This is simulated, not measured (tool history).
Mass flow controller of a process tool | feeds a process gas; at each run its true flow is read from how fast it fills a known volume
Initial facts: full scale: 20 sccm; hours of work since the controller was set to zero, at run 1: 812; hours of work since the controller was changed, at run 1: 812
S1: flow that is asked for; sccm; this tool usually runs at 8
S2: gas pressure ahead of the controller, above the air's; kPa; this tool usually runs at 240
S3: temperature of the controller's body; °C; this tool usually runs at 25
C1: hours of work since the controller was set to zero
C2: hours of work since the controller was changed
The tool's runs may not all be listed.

run 1 hour=0 | S1=8 S2=240 S3=25 | C1=812 C2=812 | true_flow_(%)=98
run 2 hour=62.3 | S1=8 S2=240 S3=25 | C1=832 C2=832 | true_flow_(%)=98.01
run 3 hour=136.9 | S1=8 S2=240 S3=25 | C1=856 C2=856 | true_flow_(%)=97.97
run 4 hour=197.8 | S1=8 S2=240 S3=25 | C1=876 C2=876 | true_flow_(%)=97.95
run 5 hour=297.5 | S1=8 S2=240 S3=25 | C1=908 C2=908 | true_flow_(%)=98.07
run 6 hour=390.9 | S1=9 S2=240 S3=25 | C1=938 C2=938 | true_flow_(%)=98.1
run 7 hour=473.7 | S1=8 S2=240 S3=22 | C1=965 C2=965 | true_flow_(%)=98.2
run 8 hour=573.4 | S1=8 S2=240 S3=22 | C1=997 C2=997 | true_flow_(%)=98.14
run 9 hour=628.3 | S1=8 S2=240 S3=22 | C1=1015 C2=1015 | true_flow_(%)=98.29
run 10 hour=703.9 | S1=8 S2=240 S3=22 | C1=1040 C2=1040 | true_flow_(%)=98.06
run 11 hour=788.8 | S1=8 S2=240 S3=22 | C1=1067 C2=1067 | true_flow_(%)=98.06
run 12 hour=869.7 | S1=8 S2=240 S3=25 | C1=1093 C2=1093 | true_flow_(%)=98
run 13 hour=968 | S1=3 S2=240 S3=25 | C1=1125 C2=1125 | true_flow_(%)=98.22
run 14 hour=1040.4 | S1=3 S2=240 S3=25 | C1=1149 C2=1149 | true_flow_(%)=98.19
run 15 hour=1121.2 | S1=8 S2=240 S3=25 | C1=1175 C2=1175 | true_flow_(%)=98.1
run 16 hour=1207.4 | S1=8 S2=240 S3=25 | C1=1203 C2=1203 | true_flow_(%)=98.06
run 17 hour=1298.4 | S1=2 S2=240 S3=25 | C1=1232 C2=1232 | true_flow_(%)=99.06
run 18 hour=1353.6 | S1=8 S2=240 S3=26 | C1=1250 C2=1250 | true_flow_(%)=98.01
run 19 hour=1429.8 | S1=8 S2=202 S3=25 | C1=1275 C2=1275 | true_flow_(%)=98.34
run 20 hour=1495.7 | S1=2 S2=240 S3=30 | C1=1296 C2=1296 | true_flow_(%)=98.87
run 21 hour=1557.7 | S1=8 S2=255 S3=21 | C1=1316 C2=1316 | true_flow_(%)=98.13
run 22 hour=1607.5 | S1=3 S2=240 S3=24 | C1=1332 C2=1332 | true_flow_(%)=98.46
run 23 hour=1698 | S1=9 S2=194 S3=24 | C1=1362 C2=1362 | true_flow_(%)=98.54
run 24 hour=1781.6 | S1=9 S2=194 S3=24 | C1=1389 C2=1389 | true_flow_(%)=98.58
run 25 hour=1875.5 | S1=15 S2=146 S3=38 | C1=1419 C2=1419 | true_flow_(%)=99.01
run 26 hour=1927.1 | S1=8 S2=150 S3=27 | C1=1436 C2=1436 | true_flow_(%)=98.79
run 27 hour=2018.5 | S1=8 S2=150 S3=27 | C1=1465 C2=1465 | true_flow_(%)=98.84
run 28 hour=2090.8 | S1=7 S2=185 S3=23 | C1=1489 C2=1489 | true_flow_(%)=98.65
run 29 hour=2140.5 | S1=18 S2=200 S3=21 | C1=1505 C2=1505 | true_flow_(%)=99.73
run 30 hour=2185.1 | S1=18 S2=200 S3=21 | C1=1519 C2=1519 | true_flow_(%)=99.89
run 31 hour=2236.9 | S1=10 S2=253 S3=37 | C1=1536 C2=1536 | true_flow_(%)=97.74
run 32 hour=2321.9 | S1=4 S2=253 S3=22 | C1=1564 C2=1564 | true_flow_(%)=98.36
run 33 hour=2401.7 | S1=4 S2=253 S3=22 | C1=1589 C2=1589 | true_flow_(%)=98.38
run 34 hour=2483.1 | S1=13 S2=141 S3=23 | C1=1616 C2=1616 | true_flow_(%)=99.38
run 35 hour=2560 | S1=13 S2=177 S3=23 | C1=1641 C2=1641 | true_flow_(%)=99.18
run 36 hour=2634.1 | S1=20 S2=194 S3=25 | C1=1665 C2=1665 | true_flow_(%)=100.06
run 37 hour=2720 | S1=9 S2=200 S3=25 | C1=1692 C2=1692 | true_flow_(%)=98.5
run 38 hour=2813.2 | S1=11 S2=233 S3=35 | C1=1723 C2=1723 | true_flow_(%)=98.08

Branching from run 38: 5 alternative next runs. What would each branch give?
run A hour=2898 | S1=10 S2=257 S3=23 | C1=1750 C2=1750 | true_flow_(%)=?
run B hour=2898 | S1=11 S2=149 S3=23 | C1=1750 C2=1750 | true_flow_(%)=?
run C hour=2898 | S1=5 S2=256 S3=21 | C1=1750 C2=1750 | true_flow_(%)=?
run D hour=2898 | S1=11 S2=231 S3=35 | C1=1750 C2=1750 | true_flow_(%)=?
run E hour=2898 | S1=11 S2=252 S3=38 | C1=1750 C2=1750 | true_flow_(%)=?

run=A true_flow_(%)=98.29
run=B true_flow_(%)=99.22
run=C true_flow_(%)=98.4
run=D true_flow_(%)=98.15
run=E true_flow_(%)=97.79
Take away the tool's hidden state, keep each run's random variation, and the runs would have read:
run=A true_flow_(%)=98.05
run=B true_flow_(%)=99.04
run=C true_flow_(%)=97.49
run=D true_flow_(%)=97.97
run=E true_flow_(%)=97.61
